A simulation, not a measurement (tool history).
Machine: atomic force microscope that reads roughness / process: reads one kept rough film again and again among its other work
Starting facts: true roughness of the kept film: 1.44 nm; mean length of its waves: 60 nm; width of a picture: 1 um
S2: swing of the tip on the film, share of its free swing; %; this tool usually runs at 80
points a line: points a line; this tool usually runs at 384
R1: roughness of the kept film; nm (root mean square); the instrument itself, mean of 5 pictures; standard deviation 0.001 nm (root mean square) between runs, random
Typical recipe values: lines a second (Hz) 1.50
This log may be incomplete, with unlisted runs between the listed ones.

run 1 hour=0.0 | lines_a_second_(Hz)=1.50 S2=80 points_a_line=384 | R1=1.202
run 2 hour=17.0 | lines_a_second_(Hz)=1.50 S2=80 points_a_line=384 | R1=1.201
run 3 hour=29.9 | lines_a_second_(Hz)=1.50 S2=80 points_a_line=384 | R1=1.202
run 4 hour=41.0 | lines_a_second_(Hz)=1.50 S2=80 points_a_line=384 | R1=1.201
run 5 hour=63.1 | lines_a_second_(Hz)=1.50 S2=80 points_a_line=384 | R1=1.200
run 6 hour=73.5 | lines_a_second_(Hz)=1.50 S2=80 points_a_line=384 | R1=1.197
run 7 hour=94.9 | lines_a_second_(Hz)=1.50 S2=66 points_a_line=384 | R1=1.300
run 8 hour=107.5 | lines_a_second_(Hz)=1.50 S2=66 points_a_line=384 | R1=1.300
run 9 hour=128.6 | lines_a_second_(Hz)=1.50 S2=56 points_a_line=384 | R1=1.345
run 10 hour=144.4 | lines_a_second_(Hz)=1.50 S2=61 points_a_line=384 | R1=1.347
run 11 hour=153.7 | lines_a_second_(Hz)=1.50 S2=61 points_a_line=384 | R1=1.345
run 12 hour=174.5 | lines_a_second_(Hz)=1.50 S2=61 points_a_line=384 | R1=1.343
run 13 hour=194.4 | lines_a_second_(Hz)=1.50 S2=61 points_a_line=384 | R1=1.342
run 14 hour=205.3 | lines_a_second_(Hz)=1.50 S2=80 points_a_line=384 | R1=1.211
run 15 hour=221.4 | lines_a_second_(Hz)=1.50 S2=72 points_a_line=384 | R1=1.276
run 16 hour=234.6 | lines_a_second_(Hz)=1.50 S2=76 points_a_line=384 | R1=1.243
run 17 hour=255.1 | lines_a_second_(Hz)=1.50 S2=76 points_a_line=384 | R1=1.242
run 18 hour=276.5 | lines_a_second_(Hz)=1.50 S2=76 points_a_line=808 | R1=1.242
run 19 hour=293.5 | lines_a_second_(Hz)=1.50 S2=80 points_a_line=497 | R1=1.206
run 20 hour=305.4 | lines_a_second_(Hz)=1.50 S2=80 points_a_line=384 | R1=1.203
run 21 hour=326.5 | lines_a_second_(Hz)=1.50 S2=80 points_a_line=384 | R1=1.202
run 22 hour=339.2 | lines_a_second_(Hz)=1.50 S2=80 points_a_line=384 | R1=1.201
run 23 hour=358.0 | lines_a_second_(Hz)=1.50 S2=80 points_a_line=384 | R1=1.201
run 24 hour=379.4 | lines_a_second_(Hz)=1.50 S2=80 points_a_line=384 | R1=1.200
run 25 hour=393.7 | lines_a_second_(Hz)=1.50 S2=80 points_a_line=384 | R1=1.199
run 26 hour=414.6 | lines_a_second_(Hz)=0.69 S2=76 points_a_line=535 | R1=1.320
run 27 hour=426.7 | lines_a_second_(Hz)=3.15 S2=76 points_a_line=692 | R1=1.084
run 28 hour=439.8 | lines_a_second_(Hz)=1.50 S2=62 points_a_line=1000 | R1=1.347
run 29 hour=449.7 | lines_a_second_(Hz)=1.50 S2=62 points_a_line=1000 | R1=1.344
run 30 hour=469.4 | lines_a_second_(Hz)=3.55 S2=63 points_a_line=269 | R1=1.230
run 31 hour=482.6 | lines_a_second_(Hz)=1.02 S2=56 points_a_line=365 | R1=1.384
run 32 hour=500.9 | lines_a_second_(Hz)=1.02 S2=56 points_a_line=365 | R1=1.381
run 33 hour=518.9 | lines_a_second_(Hz)=1.02 S2=61 points_a_line=365 | R1=1.365
run 34 hour=530.3 | lines_a_second_(Hz)=0.84 S2=61 points_a_line=375 | R1=1.375
run 35 hour=548.2 | lines_a_second_(Hz)=1.35 S2=56 points_a_line=384 | R1=1.368
run 36 hour=567.2 | lines_a_second_(Hz)=1.35 S2=55 points_a_line=371 | R1=1.368
run 37 hour=576.4 | lines_a_second_(Hz)=3.53 S2=69 points_a_line=371 | R1=1.155
run 38 hour=594.2 | lines_a_second_(Hz)=3.53 S2=69 points_a_line=371 | R1=1.154
run 39 hour=613.9 | lines_a_second_(Hz)=3.53 S2=62 points_a_line=495 | R1=1.234
run 40 hour=633.5 | lines_a_second_(Hz)=1.41 S2=62 points_a_line=599 | R1=1.334
run 41 hour=642.9 | lines_a_second_(Hz)=1.41 S2=62 points_a_line=599 | R1=1.333
run 42 hour=655.3 | lines_a_second_(Hz)=1.41 S2=62 points_a_line=599 | R1=1.332
run 43 hour=670.1 | lines_a_second_(Hz)=1.41 S2=62 points_a_line=599 | R1=1.332
run 44 hour=687.0 | lines_a_second_(Hz)=2.49 S2=67 points_a_line=390 | R1=1.233
run 45 hour=700.2 | lines_a_second_(Hz)=0.83 S2=61 points_a_line=364 | R1=1.362
run 46 hour=720.0 | lines_a_second_(Hz)=0.83 S2=61 points_a_line=835 | R1=1.386
run 47 hour=735.6 | lines_a_second_(Hz)=0.58 S2=68 points_a_line=915 | R1=1.380
run 48 hour=747.9 | lines_a_second_(Hz)=0.58 S2=68 points_a_line=915 | R1=1.380
run 49 hour=757.4 | lines_a_second_(Hz)=1.50 S2=77 points_a_line=302 | R1=1.240
run 50 hour=770.5 | lines_a_second_(Hz)=1.23 S2=86 points_a_line=490 | R1=1.198

Put back what was entered between runs (3 entries, withheld): which listed runs does each sit between, and how does the hidden state differ from the listed run before to the listed run after?
In the gap between runs 9 and 10: new tip fitted (hour 140.6)
  radius of the tip, nm: 18.1 -> 7.3; height scale over the true one, %: 0.29 -> 0.3
  the result without the hidden state subtracted from the measured one, R1: -0.019 -> +0.004 nm (root mean square)
In the gap between runs 27 and 28: new tip fitted (hour 428.8)
  radius of the tip, nm: 18.3 -> 7.8; height scale over the true one, %: 0.44 -> 0.45
  the result without the hidden state subtracted from the measured one, R1: -0.015 -> +0.005 nm (root mean square)
In the gap between runs 45 and 46: new tip fitted (hour 717.3)
  radius of the tip, nm: 17.6 -> 7.3; height scale over the true one, %: 0.59 -> 0.6
  the result without the hidden state subtracted from the measured one, R1: -0.015 -> +0.007 nm (root mean square)
